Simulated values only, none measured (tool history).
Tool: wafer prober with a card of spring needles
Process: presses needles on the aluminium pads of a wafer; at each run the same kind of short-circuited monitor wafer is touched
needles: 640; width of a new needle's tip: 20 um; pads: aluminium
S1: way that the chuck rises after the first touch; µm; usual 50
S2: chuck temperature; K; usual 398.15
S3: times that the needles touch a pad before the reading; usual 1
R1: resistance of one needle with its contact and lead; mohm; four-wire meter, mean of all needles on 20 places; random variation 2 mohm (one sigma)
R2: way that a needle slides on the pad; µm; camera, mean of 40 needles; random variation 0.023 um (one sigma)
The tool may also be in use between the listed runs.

run 1 day=0 | S1=50 S2=398.15 S3=1 | R1=404 R2=11.87
run 2 day=0.212 | S1=50 S2=398.15 S3=1 | R1=424 R2=11.9
-- day=0.383 tips cleaned on abrasive film
run 3 day=0.412 | S1=50 S2=398.15 S3=1 | R1=252 R2=11.82
run 4 day=0.675 | S1=50 S2=376.15 S3=1 | R1=339 R2=11.84
run 5 day=0.925 | S1=50 S2=376.15 S3=1 | R1=384 R2=11.84
run 6 day=1.4 | S1=50 S2=376.15 S3=1 | R1=432 R2=11.84
-- day=1.521 tips cleaned on abrasive film
run 7 day=1.604 | S1=50 S2=398.15 S3=1 | R1=273 R2=11.82
run 8 day=1.838 | S1=50 S2=398.15 S3=1 | R1=351 R2=11.84
run 9 day=2.138 | S1=50 S2=398.15 S3=1 | R1=396 R2=11.83
run 10 day=2.496 | S1=50 S2=398.15 S3=1 | R1=433 R2=11.84
-- day=2.671 tips cleaned on abrasive film
run 11 day=2.738 | S1=50 S2=398.15 S3=1 | R1=271 R2=11.81
run 12 day=2.967 | S1=31 S2=398.15 S3=1 | R1=532 R2=7.29
run 13 day=3.379 | S1=50 S2=305.15 S3=1 | R1=419 R2=11.84
run 14 day=3.671 | S1=50 S2=305.15 S3=3 | R1=286 R2=11.83
-- day=3.842 tips cleaned on abrasive film
run 15 day=4.004 | S1=50 S2=305.15 S3=3 | R1=234 R2=11.75
run 16 day=4.296 | S1=50 S2=305.15 S3=3 | R1=260 R2=11.79
run 17 day=4.496 | S1=50 S2=305.15 S3=3 | R1=276 R2=11.77
run 18 day=4.858 | S1=45 S2=398.15 S3=1 | R1=496 R2=10.56
-- day=5.021 tips cleaned on abrasive film
run 19 day=5.117 | S1=45 S2=398.15 S3=1 | R1=287 R2=10.6
run 20 day=5.538 | S1=48 S2=398.15 S3=3 | R1=288 R2=11.29
run 21 day=5.829 | S1=48 S2=394.15 S3=2 | R1=357 R2=11.29
-- day=6.167 tips cleaned on abrasive film
run 22 day=6.242 | S1=50 S2=398.15 S3=1 | R1=271 R2=11.74
run 23 day=6.65 | S1=38 S2=398.15 S3=2 | R1=401 R2=8.91
run 24 day=7.058 | S1=45 S2=306.15 S3=1 | R1=498 R2=10.56
-- day=7.304 tips cleaned on abrasive film
run 25 day=7.525 | S1=33 S2=304.15 S3=1 | R1=496 R2=7.65
run 26 day=7.746 | S1=42 S2=359.15 S3=2 | R1=363 R2=9.79
run 27 day=8.183 | S1=47 S2=313.15 S3=3 | R1=302 R2=11.02
-- day=8.467 tips cleaned on abrasive film
run 28 day=8.567 | S1=47 S2=313.15 S3=3 | R1=227 R2=11
run 29 day=8.888 | S1=47 S2=313.15 S3=3 | R1=270 R2=10.99
-- day=9.025 height of the first contact set anew
run 30 day=9.262 | S1=47 S2=313.15 S3=3 | R1=294 R2=11.17
run 31 day=9.467 | S1=45 S2=310.15 S3=3 | R1=310 R2=10.71
-- day=9.638 tips cleaned on abrasive film
run 32 day=9.871 | S1=53 S2=319.15 S3=2 | R1=263 R2=12.61
run 33 day=10.146 | S1=62 S2=340.15 S3=1 | R1=322 R2=14.77
run 34 day=10.629 | S1=62 S2=372.15 S3=1 | R1=357 R2=14.75

3 ways to go on from here, each from the tool as it stands after run 34. What would each give?
-- day=10.775 tips cleaned on abrasive film
run A day=11.038 | S1=38 S2=324.15 S3=3 | R1=? R2=?
-- day=10.775 tips cleaned on abrasive film
run B day=11.038 | S1=32 S2=318.15 S3=1 | R1=? R2=?
-- day=10.775 tips cleaned on abrasive film
run C day=11.038 | S1=66 S2=312.15 S3=2 | R1=? R2=?

run=A R1=290 R2=9.02
run=B R1=528 R2=7.56
run=C R1=244 R2=15.65
Without the tool's hidden state the same runs would have given:
run=A R1=212 R2=9.06
run=B R1=220 R2=7.6
run=C R1=196 R2=15.69

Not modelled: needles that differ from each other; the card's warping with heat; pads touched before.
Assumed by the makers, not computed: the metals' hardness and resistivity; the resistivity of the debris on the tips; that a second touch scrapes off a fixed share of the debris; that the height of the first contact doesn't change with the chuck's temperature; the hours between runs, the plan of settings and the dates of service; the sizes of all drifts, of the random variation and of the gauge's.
